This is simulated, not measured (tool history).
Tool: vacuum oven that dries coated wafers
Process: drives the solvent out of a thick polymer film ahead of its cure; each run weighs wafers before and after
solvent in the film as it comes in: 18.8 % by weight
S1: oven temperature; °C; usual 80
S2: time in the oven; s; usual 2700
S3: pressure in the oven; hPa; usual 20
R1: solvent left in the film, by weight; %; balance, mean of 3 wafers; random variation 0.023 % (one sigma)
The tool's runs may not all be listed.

run    hour  S1    S2    S3    R1
  1       0  80  2700    20   2.1
  2    59.9  93  2700    20  0.73
  3   102.7  93  2700    20  0.64
  4   141.2  93  2700    20  0.65
  5   202.5  93  4860    20  0.69
  6   240.5  91  2700    20  0.83
  7   284.5  78  2700    20  2.68
  8   341.5  78  2700    20  2.72
  9   386.1  78  2700    20  2.71
 10   412.9  80  2700    20  2.25
 11   476.6  80  2700  32.4  2.81
 12   528.1  80  2700  32.4  2.89
 13   585.5  80  2700    20  2.29
 14   638.8  80  4620    20  1.37
 15   689.7  80  4620    20  1.37
 16   750.3  80  2700  57.4  4.16
 17   800.6  80  3240    20  1.89
 18   865.1  80  3240    20  1.89
 19     922  80  3240    20  1.92
        934  -- oven's thermocouples calibrated
 20   980.7  80  2700    20  2.24
 21  1027.7  80  2700    62  4.29
 22  1072.4  80  2700    62  4.31
 23  1100.6  80  2700    62  4.28
 24  1153.5  80  1860  22.5  3.73
 25  1191.9  77  1860  22.5  4.73
     1235.1  -- vacuum gauge cleaned of residue and calibrated
 26    1257  87  1620    22  2.16
 27  1302.4  87  1620    22   2.2
 28  1344.2  80  2220    20  2.79
 29  1391.3  71  2220    20  5.98
 30  1424.1  71  2220  15.4  5.74
 31  1463.9  71  2220  15.4  5.81
 32  1493.7  75  3420  15.4  2.49
 33    1553  75  2580  47.7  5.36
 34  1604.1  79  4680  47.7  2.83
 35  1664.3  78  4680  52.7  3.33
 36  1709.1  80  2700  15.9  2.08
 37  1736.7  68  2700  19.7  6.34
 38  1764.9  80  2700  21.4  2.34
 39  1802.1  76  4140  15.3  1.82
 40  1845.7  76  4140  15.3  1.77
 41  1891.1  80  2700  79.2  5.18
 42  1921.9  80  2400  50.4  4.17
 43  1977.1  81  1500  12.5  4.08
 44  2009.6  92  2100  61.8  2.31
 45  2044.9  86  2880  21.1  1.26
 46  2096.7  93  1560  71.2  2.85

Forecast each of these 4 alternatives for the next run:
  A  2134  71  2700    20   ?
  B  2134  80  3480  10.3   ?
  C  2134  82  1740  15.3   ?
  D  2134  80  2700  10.9   ?

run    R1
  A  5.34
  B  1.29
  C  3.24
  D     2
Without the tool's hidden state the same runs would have given:
run    R1
  A  4.77
  B  1.02
  C  2.81
  D  1.65
